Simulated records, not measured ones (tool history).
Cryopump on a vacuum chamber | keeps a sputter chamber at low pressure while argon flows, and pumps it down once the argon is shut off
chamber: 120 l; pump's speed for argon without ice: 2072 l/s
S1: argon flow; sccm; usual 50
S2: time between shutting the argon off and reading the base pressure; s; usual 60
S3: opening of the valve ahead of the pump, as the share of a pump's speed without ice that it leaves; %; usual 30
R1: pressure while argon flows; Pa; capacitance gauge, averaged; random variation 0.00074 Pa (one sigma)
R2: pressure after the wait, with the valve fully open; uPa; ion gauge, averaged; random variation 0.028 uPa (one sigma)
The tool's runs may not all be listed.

| run | hour | S1 | S2 | S3 | R1 | R2 |
|---|---|---|---|---|---|---|
| 1 | 0.0 | 50 | 60 | 30 | 0.1381 | 2.68 |
| 2 | 14.3 | 50 | 60 | 30 | 0.1408 | 2.64 |
| 3 | 33.2 | 50 | 60 | 30 | 0.1390 | 2.68 |
| 4 | 47.5 | 50 | 60 | 36 | 0.1182 | 2.60 |
| 5 | 57.5 | 50 | 60 | 58 | 0.0743 | 2.60 |
| 6 | 66.7 | 50 | 31 | 30 | 0.1398 | 3.76 |
| 7 | 80.6 | 50 | 31 | 30 | 0.1390 | 3.62 |
| 8 | 89.3 | 73 | 60 | 30 | 0.2047 | 2.73 |
| 9 | 98.7 | 50 | 60 | 30 | 0.1398 | 2.66 |
| 10 | 115.6 | 50 | 60 | 30 | 0.1404 | 2.68 |
| 11 | 130.5 | 50 | 26 | 30 | 0.1403 | 4.10 |
| 12 | 149.5 | 50 | 26 | 30 | 0.1399 | 4.17 |
| 13 | 158.8 | 50 | 26 | 30 | 0.1403 | 4.17 |
| 14 | 174.2 | 50 | 26 | 30 | 0.1401 | 4.27 |
| 15 | 188.3 | 70 | 60 | 30 | 0.1964 | 2.65 |
| 16 | 198.2 | 70 | 60 | 30 | 0.1964 | 2.72 |
| 17 | 216.8 | 70 | 60 | 30 | 0.1954 | 2.68 |
| 18 | 232.1 | 50 | 105 | 30 | 0.1400 | 2.33 |
| 19 | 248.8 | 64 | 242 | 43 | 0.1280 | 1.92 |
| 20 | 262.4 | 30 | 60 | 27 | 0.0939 | 2.58 |

The next listed run, before its measurement:
| 21 | 274.0 | 30 | 60 | 27 | ? | ? |

R1: 0.0938 Pa
R2: 2.71 uPa
Without the tool's hidden state the same run would have given R1 0.0909 Pa, R2 1.27 uPa.
